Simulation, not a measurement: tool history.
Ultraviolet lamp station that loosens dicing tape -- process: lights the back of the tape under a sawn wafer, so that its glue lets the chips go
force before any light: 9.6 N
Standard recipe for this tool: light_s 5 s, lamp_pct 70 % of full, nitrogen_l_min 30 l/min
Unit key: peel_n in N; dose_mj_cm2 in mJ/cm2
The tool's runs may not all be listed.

run 1 hour=0.0 | light_s=5 lamp_pct=70 nitrogen_l_min=30 | peel_n=1.120 dose_mj_cm2=211
run 2 hour=27.4 | light_s=5 lamp_pct=70 nitrogen_l_min=30 | peel_n=1.099 dose_mj_cm2=212
run 3 hour=54.2 | light_s=5 lamp_pct=70 nitrogen_l_min=38 | peel_n=0.953 dose_mj_cm2=214
run 4 hour=104.9 | light_s=5 lamp_pct=70 nitrogen_l_min=47 | peel_n=0.828 dose_mj_cm2=210
-- hour=122.9 window cleaned of glue's vapour
run 5 hour=169.3 | light_s=5 lamp_pct=70 nitrogen_l_min=47 | peel_n=0.763 dose_mj_cm2=220
run 6 hour=195.1 | light_s=5 lamp_pct=70 nitrogen_l_min=47 | peel_n=0.785 dose_mj_cm2=216
run 7 hour=250.5 | light_s=5 lamp_pct=70 nitrogen_l_min=47 | peel_n=0.822 dose_mj_cm2=212
run 8 hour=299.2 | light_s=5 lamp_pct=70 nitrogen_l_min=47 | peel_n=0.824 dose_mj_cm2=209
run 9 hour=359.8 | light_s=5 lamp_pct=70 nitrogen_l_min=47 | peel_n=0.857 dose_mj_cm2=206
run 10 hour=400.3 | light_s=5 lamp_pct=70 nitrogen_l_min=47 | peel_n=0.842 dose_mj_cm2=207
run 11 hour=434.0 | light_s=5 lamp_pct=70 nitrogen_l_min=30 | peel_n=1.158 dose_mj_cm2=204
run 12 hour=495.4 | light_s=5 lamp_pct=70 nitrogen_l_min=30 | peel_n=1.201 dose_mj_cm2=203
run 13 hour=523.0 | light_s=5 lamp_pct=70 nitrogen_l_min=30 | peel_n=1.255 dose_mj_cm2=200
run 14 hour=573.2 | light_s=7 lamp_pct=70 nitrogen_l_min=30 | peel_n=0.642 dose_mj_cm2=280
run 15 hour=631.2 | light_s=7 lamp_pct=70 nitrogen_l_min=30 | peel_n=0.661 dose_mj_cm2=275
run 16 hour=674.9 | light_s=5 lamp_pct=70 nitrogen_l_min=18 | peel_n=1.788 dose_mj_cm2=192
-- hour=706.9 window cleaned of glue's vapour
run 17 hour=713.8 | light_s=3 lamp_pct=70 nitrogen_l_min=18 | peel_n=3.389 dose_mj_cm2=122
run 18 hour=777.0 | light_s=5 lamp_pct=70 nitrogen_l_min=30 | peel_n=1.225 dose_mj_cm2=197
run 19 hour=806.3 | light_s=5 lamp_pct=70 nitrogen_l_min=30 | peel_n=1.257 dose_mj_cm2=197
run 20 hour=840.3 | light_s=5 lamp_pct=74 nitrogen_l_min=45 | peel_n=0.914 dose_mj_cm2=206
run 21 hour=878.6 | light_s=5 lamp_pct=70 nitrogen_l_min=9 | peel_n=2.795 dose_mj_cm2=195
run 22 hour=942.9 | light_s=5 lamp_pct=70 nitrogen_l_min=9 | peel_n=2.710 dose_mj_cm2=189
run 23 hour=984.8 | light_s=3 lamp_pct=66 nitrogen_l_min=16 | peel_n=3.933 dose_mj_cm2=108
run 24 hour=1022.4 | light_s=8 lamp_pct=70 nitrogen_l_min=58 | peel_n=0.362 dose_mj_cm2=303
run 25 hour=1058.0 | light_s=8 lamp_pct=64 nitrogen_l_min=30 | peel_n=0.676 dose_mj_cm2=272
run 26 hour=1107.9 | light_s=6 lamp_pct=91 nitrogen_l_min=23 | peel_n=0.710 dose_mj_cm2=284

For run 27, what comes out?
run 27 hour=1147.3 | light_s=3 lamp_pct=70 nitrogen_l_min=17 | peel_n=? dose_mj_cm2=?

{"run 27": {"peel_n": 3.669, "dose_mj_cm2": 109}}
Minus the tool's unlogged condition, the same run would have read peel_n 2.838 N, dose_mj_cm2 140 mJ/cm2.
